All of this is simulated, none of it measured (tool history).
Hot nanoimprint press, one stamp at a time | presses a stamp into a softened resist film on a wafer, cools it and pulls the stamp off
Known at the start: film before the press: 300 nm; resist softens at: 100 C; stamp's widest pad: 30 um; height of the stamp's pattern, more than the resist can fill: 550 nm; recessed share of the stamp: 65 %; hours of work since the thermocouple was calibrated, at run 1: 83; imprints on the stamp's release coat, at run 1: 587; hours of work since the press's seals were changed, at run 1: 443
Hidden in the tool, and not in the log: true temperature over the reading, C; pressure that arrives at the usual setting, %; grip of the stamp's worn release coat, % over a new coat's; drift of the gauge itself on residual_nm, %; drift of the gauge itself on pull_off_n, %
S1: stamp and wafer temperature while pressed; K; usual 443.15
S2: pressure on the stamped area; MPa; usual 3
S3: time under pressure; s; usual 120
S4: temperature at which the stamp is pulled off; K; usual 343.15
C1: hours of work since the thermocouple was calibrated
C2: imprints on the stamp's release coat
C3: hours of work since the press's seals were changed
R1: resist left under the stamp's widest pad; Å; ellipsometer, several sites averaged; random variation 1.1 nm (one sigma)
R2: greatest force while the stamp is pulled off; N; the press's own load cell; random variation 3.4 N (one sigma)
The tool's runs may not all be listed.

run 1 hour=0 | S1=443.15 S2=3 S3=120 S4=343.15 | C1=83 C2=587 C3=443 | R1=1587 R2=182
run 2 hour=84.5 | S1=443.15 S2=3 S3=120 S4=334.15 | C1=126 C2=735 C3=485 | R1=1550 R2=252
run 3 hour=164.8 | S1=443.15 S2=3 S3=120 S4=334.15 | C1=166 C2=876 C3=526 | R1=1541 R2=266
run 4 hour=215.4 | S1=443.15 S2=3 S3=120 S4=334.15 | C1=191 C2=965 C3=551 | R1=1529 R2=266
run 5 hour=272.1 | S1=443.15 S2=3 S3=120 S4=334.15 | C1=220 C2=1064 C3=579 | R1=1530 R2=264
run 6 hour=312.1 | S1=443.15 S2=3 S3=120 S4=343.15 | C1=240 C2=1134 C3=599 | R1=1517 R2=219
-- hour=345.8 stamp cleaned and given a new release coat
run 7 hour=388.8 | S1=443.15 S2=3 S3=120 S4=343.15 | C1=275 C2=75 C3=635 | R1=1498 R2=160
run 8 hour=452.3 | S1=432.15 S2=3 S3=120 S4=343.15 | C1=307 C2=187 C3=667 | R1=2399 R2=165
run 9 hour=494.6 | S1=432.15 S2=3 S3=120 S4=343.15 | C1=328 C2=261 C3=688 | R1=2396 R2=162
run 10 hour=572.6 | S1=443.15 S2=3 S3=120 S4=343.15 | C1=367 C2=398 C3=727 | R1=1478 R2=176
run 11 hour=626.1 | S1=443.15 S2=3 S3=120 S4=343.15 | C1=394 C2=492 C3=754 | R1=1490 R2=177
run 12 hour=688.8 | S1=443.15 S2=3 S3=120 S4=338.15 | C1=425 C2=601 C3=785 | R1=1456 R2=217
run 13 hour=727.1 | S1=443.15 S2=3 S3=120 S4=338.15 | C1=445 C2=669 C3=804 | R1=1466 R2=211
run 14 hour=806.7 | S1=445.15 S2=3 S3=120 S4=343.15 | C1=484 C2=808 C3=844 | R1=1308 R2=189
run 15 hour=879.4 | S1=443.15 S2=3 S3=120 S4=330.15 | C1=521 C2=936 C3=880 | R1=1427 R2=282
-- hour=959.2 plate thermocouple calibrated
run 16 hour=973.9 | S1=444.15 S2=3 S3=73 S4=343.15 | C1=7 C2=1096 C3=926 | R1=1778 R2=224
-- hour=1034.3 stamp cleaned and given a new release coat
run 17 hour=1071.6 | S1=445.15 S2=3 S3=120 S4=344.15 | C1=53 C2=66 C3=972 | R1=1405 R2=159
-- hour=1121.9 press's hydraulic seals changed and the load cell set to zero
run 18 hour=1129.4 | S1=448.15 S2=3.4 S3=120 S4=348.15 | C1=78 C2=153 C3=4 | R1=1108 R2=139
run 19 hour=1214.6 | S1=448.15 S2=3.4 S3=120 S4=348.15 | C1=121 C2=303 C3=46 | R1=1107 R2=147

Run 20 comes next. What will it give?
run 20 hour=1290.7 | S1=438.15 S2=3 S3=120 S4=334.15 | C1=159 C2=436 C3=85 | R1=? R2=?

R1: 1931 Å
R2: 217 N
Without the tool's hidden state the same run would have given R1 2013 Å, R2 195 N.
